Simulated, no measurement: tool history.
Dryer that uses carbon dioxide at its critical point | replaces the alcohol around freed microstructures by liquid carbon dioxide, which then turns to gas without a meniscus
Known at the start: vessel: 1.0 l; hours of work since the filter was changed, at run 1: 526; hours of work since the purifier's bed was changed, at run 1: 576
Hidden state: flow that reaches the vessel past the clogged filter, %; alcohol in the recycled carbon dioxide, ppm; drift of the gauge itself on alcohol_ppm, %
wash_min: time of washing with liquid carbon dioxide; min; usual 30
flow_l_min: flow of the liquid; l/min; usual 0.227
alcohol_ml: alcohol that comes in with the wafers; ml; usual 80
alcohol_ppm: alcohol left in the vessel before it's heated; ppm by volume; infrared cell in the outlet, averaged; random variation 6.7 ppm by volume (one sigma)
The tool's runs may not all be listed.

run     day  wash_min  flow_l_min  alcohol_ml  hours of work since the filter was changed  hours of work since the purifier's bed was changed  alcohol_ppm
  1   0.000        30       0.227          80                                         526                                                 576          870
      0.358  -- purifier's bed changed
  2   2.521        31       0.227          80                                         561                                                  31          600
  3   4.033        31       0.227          29                                         582                                                  53          234
      5.154  -- inlet filter changed
  4   5.900        31       0.227          29                                          11                                                  79          119
  5   7.004        31       0.227          29                                          27                                                  95          124
  6   9.021        31       0.227          29                                          56                                                 124          140
  7  10.888        30       0.227          80                                          82                                                 151          390
  8  12.658        30       0.227          80                                         108                                                 176          407
  9  13.762        30       0.227          80                                         124                                                 192          425
 10  16.112        20       0.227          80                                         157                                                 226         2262
 11  17.733        20       0.227          80                                         181                                                 249         2420

The next listed run, before its measurement:
 12  19.442        31       0.227          36                                         205                                                 274            ?

{"run 12": {"alcohol_ppm": 243}}
Without the tool's hidden state the same run would have given alcohol_ppm 111 ppm by volume.
